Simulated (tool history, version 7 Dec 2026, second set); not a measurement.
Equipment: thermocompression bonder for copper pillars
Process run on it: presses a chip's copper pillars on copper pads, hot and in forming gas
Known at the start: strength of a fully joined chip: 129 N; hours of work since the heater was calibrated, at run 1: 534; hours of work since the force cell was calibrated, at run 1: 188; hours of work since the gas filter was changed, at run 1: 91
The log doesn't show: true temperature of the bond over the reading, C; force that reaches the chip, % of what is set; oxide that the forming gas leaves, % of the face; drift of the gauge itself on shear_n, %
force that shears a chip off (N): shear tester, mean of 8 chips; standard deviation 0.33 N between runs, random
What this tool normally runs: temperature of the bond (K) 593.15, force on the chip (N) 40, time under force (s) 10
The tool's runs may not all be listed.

run   hour  temperature of the bond (K)  force on the chip (N)  time under force (s)  hours of work since the heater was calibrated  hours of work since the force cell was calibrated  hours of work since the gas filter was changed  force that shears a chip off (N)
  1    0.0                       593.15                     40                    10                                            534                                                188                                              91                              54.3
  2   19.7                       593.15                     40                    10                                            544                                                197                                             100                              55.0
      36.5  -- heater calibrated with a thermocouple chip
  3   40.7                       593.15                     40                    10                                              2                                                206                                             109                              53.7
  4   59.0                       593.15                     40                    10                                             10                                                215                                             118                              53.5
  5   69.2                       593.15                     40                    10                                             15                                                219                                             122                              53.8
  6   84.0                       593.15                     40                    10                                             22                                                226                                             129                              53.6
  7   93.8                       593.15                     40                    10                                             27                                                231                                             134                              53.9
  8  111.4                       583.15                     40                    10                                             35                                                239                                             142                              46.0
     122.6  -- forming gas filter changed
  9  125.1                       583.15                     40                    10                                             41                                                245                                               1                              47.1
 10  139.9                       617.15                     40                    10                                             48                                                252                                               8                              72.0
 11  152.0                       617.15                     40                    10                                             53                                                258                                              14                              73.0
 12  168.3                       617.15                     40                    10                                             61                                                265                                              21                              72.4
 13  179.4                       617.15                     40                    19                                             66                                                270                                              26                              87.9
 14  199.7                       585.15                     40                    10                                             76                                                280                                              36                              47.5
 15  218.5                       593.15                     40                    27                                             84                                                289                                              45                              76.3
 16  234.4                       593.15                     40                    21                                             92                                                296                                              52                              70.1
 17  249.3                       593.15                     40                    21                                             99                                                303                                              59                              70.2
 18  260.0                       593.15                     40                    21                                            104                                                308                                              64                              70.3
 19  275.2                       593.15                     40                    21                                            111                                                315                                              71                              69.7
 20  295.7                       593.15                     40                    21                                            120                                                325                                              81                              70.5
 21  305.3                       593.15                     53                    16                                            125                                                329                                              85                              81.9
 22  317.5                       585.15                     31                    16                                            130                                                335                                              91                              43.9
 23  333.1                       593.15                     27                     7                                            138                                                342                                              98                              29.7
 24  352.0                       605.15                     28                     7                                            147                                                351                                             107                              37.1
 25  363.3                       605.15                     28                     7                                            152                                                356                                             112                              37.3
 26  372.4                       605.15                     28                     7                                            156                                                360                                             116                              37.5
 27  383.6                       605.15                     28                     7                                            161                                                366                                             121                              37.1
 28  401.1                       605.15                     29                    10                                            169                                                374                                             130                              44.6

Run 29 comes next. What will it give?
 29  413.2                       581.15                     29                    10                                            175                                                379                                             135                                 ?

force that shears a chip off (N): 31.0
Take away the tool's hidden state, keep the run-to-run variation as it was, and the same run would have given force that shears a chip off (N) 31.0.
